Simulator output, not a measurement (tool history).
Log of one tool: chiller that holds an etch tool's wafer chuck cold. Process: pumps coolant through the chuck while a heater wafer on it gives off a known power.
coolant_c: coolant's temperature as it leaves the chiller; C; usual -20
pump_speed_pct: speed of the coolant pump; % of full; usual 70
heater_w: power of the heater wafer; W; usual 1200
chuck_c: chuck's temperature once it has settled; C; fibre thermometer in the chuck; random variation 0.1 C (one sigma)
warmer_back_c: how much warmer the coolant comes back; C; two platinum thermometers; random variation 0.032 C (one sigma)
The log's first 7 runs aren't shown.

{"run": 8, "hour": 1085.5, "coolant_c": -26, "pump_speed_pct": 70, "heater_w": 1200, "chuck_c": -16.1, "warmer_back_c": 3.4}
{"run": 9, "hour": 1274.3, "coolant_c": -20, "pump_speed_pct": 70, "heater_w": 1200, "chuck_c": -10.1, "warmer_back_c": 3.41}
{"run": 10, "hour": 1443.3, "coolant_c": -20, "pump_speed_pct": 70, "heater_w": 1200, "chuck_c": -10.1, "warmer_back_c": 3.44}
{"hour": 1504.9, "done": "coolant changed, channels flushed"}
{"run": 11, "hour": 1527.9, "coolant_c": -20, "pump_speed_pct": 70, "heater_w": 1200, "chuck_c": -11.0, "warmer_back_c": 3.42}
{"run": 12, "hour": 1666.0, "coolant_c": -20, "pump_speed_pct": 70, "heater_w": 1200, "chuck_c": -10.7, "warmer_back_c": 3.53}
{"run": 13, "hour": 1812.8, "coolant_c": -20, "pump_speed_pct": 70, "heater_w": 1200, "chuck_c": -10.7, "warmer_back_c": 3.51}
{"run": 14, "hour": 1892.5, "coolant_c": -20, "pump_speed_pct": 70, "heater_w": 1200, "chuck_c": -10.8, "warmer_back_c": 3.51}
{"hour": 1914.8, "done": "chiller's thermometer calibrated"}
{"run": 15, "hour": 2072.2, "coolant_c": -20, "pump_speed_pct": 70, "heater_w": 1200, "chuck_c": -10.2, "warmer_back_c": 3.57}
{"run": 16, "hour": 2189.7, "coolant_c": -20, "pump_speed_pct": 70, "heater_w": 1200, "chuck_c": -10.3, "warmer_back_c": 3.53}
{"run": 17, "hour": 2285.9, "coolant_c": -29, "pump_speed_pct": 94, "heater_w": 1192, "chuck_c": -21.6, "warmer_back_c": 2.52}
{"run": 18, "hour": 2380.7, "coolant_c": -29, "pump_speed_pct": 94, "heater_w": 1192, "chuck_c": -21.7, "warmer_back_c": 2.61}
{"run": 19, "hour": 2465.4, "coolant_c": -29, "pump_speed_pct": 70, "heater_w": 747, "chuck_c": -22.7, "warmer_back_c": 2.24}
{"run": 20, "hour": 2660.2, "coolant_c": -27, "pump_speed_pct": 86, "heater_w": 1740, "chuck_c": -15.0, "warmer_back_c": 4.19}
{"run": 21, "hour": 2828.2, "coolant_c": -27, "pump_speed_pct": 64, "heater_w": 907, "chuck_c": -18.6, "warmer_back_c": 3.02}
{"run": 22, "hour": 2917.1, "coolant_c": -29, "pump_speed_pct": 68, "heater_w": 1017, "chuck_c": -20.2, "warmer_back_c": 3.18}
{"run": 23, "hour": 3027.1, "coolant_c": -16, "pump_speed_pct": 76, "heater_w": 1559, "chuck_c": -3.5, "warmer_back_c": 4.35}
{"run": 24, "hour": 3208.8, "coolant_c": -16, "pump_speed_pct": 76, "heater_w": 1559, "chuck_c": -3.5, "warmer_back_c": 4.32}
{"run": 25, "hour": 3386.2, "coolant_c": -16, "pump_speed_pct": 76, "heater_w": 1559, "chuck_c": -3.5, "warmer_back_c": 4.39}
{"run": 26, "hour": 3505.2, "coolant_c": -16, "pump_speed_pct": 76, "heater_w": 1559, "chuck_c": -3.5, "warmer_back_c": 4.4}
{"run": 27, "hour": 3676.4, "coolant_c": -12, "pump_speed_pct": 91, "heater_w": 1559, "chuck_c": -1.5, "warmer_back_c": 3.6}
{"run": 28, "hour": 3834.2, "coolant_c": -19, "pump_speed_pct": 93, "heater_w": 638, "chuck_c": -14.8, "warmer_back_c": 1.48}
{"run": 29, "hour": 4010.3, "coolant_c": -19, "pump_speed_pct": 93, "heater_w": 638, "chuck_c": -14.6, "warmer_back_c": 1.52}
{"run": 30, "hour": 4134.8, "coolant_c": -26, "pump_speed_pct": 99, "heater_w": 675, "chuck_c": -21.7, "warmer_back_c": 1.45}
{"hour": 4167.9, "done": "coolant pump overhauled"}
{"run": 31, "hour": 4272.3, "coolant_c": -25, "pump_speed_pct": 87, "heater_w": 675, "chuck_c": -20.8, "warmer_back_c": 1.45}
{"run": 32, "hour": 4389.0, "coolant_c": -20, "pump_speed_pct": 66, "heater_w": 1687, "chuck_c": -5.7, "warmer_back_c": 4.95}

4 ways to go on from here, each from the tool as it stands after run 32. What would each give?
{"run": "A", "hour": 4543.7, "coolant_c": -20, "pump_speed_pct": 93, "heater_w": 1792, "chuck_c": "?", "warmer_back_c": "?"}
{"run": "B", "hour": 4543.7, "coolant_c": -16, "pump_speed_pct": 65, "heater_w": 1095, "chuck_c": "?", "warmer_back_c": "?"}
{"run": "C", "hour": 4543.7, "coolant_c": -20, "pump_speed_pct": 60, "heater_w": 1200, "chuck_c": "?", "warmer_back_c": "?"}
{"run": "D", "hour": 4543.7, "coolant_c": -24, "pump_speed_pct": 75, "heater_w": 1066, "chuck_c": "?", "warmer_back_c": "?"}

run=A chuck_c=-9.2 warmer_back_c=3.59
run=B chuck_c=-6.5 warmer_back_c=3.34
run=C chuck_c=-8.6 warmer_back_c=3.95
run=D chuck_c=-15.9 warmer_back_c=2.71
Without the tool's hidden state the same runs would have given:
run=A chuck_c=-9.9 warmer_back_c=3.54
run=B chuck_c=-7.1 warmer_back_c=3.30
run=C chuck_c=-9.3 warmer_back_c=3.90
run=D chuck_c=-16.4 warmer_back_c=2.68
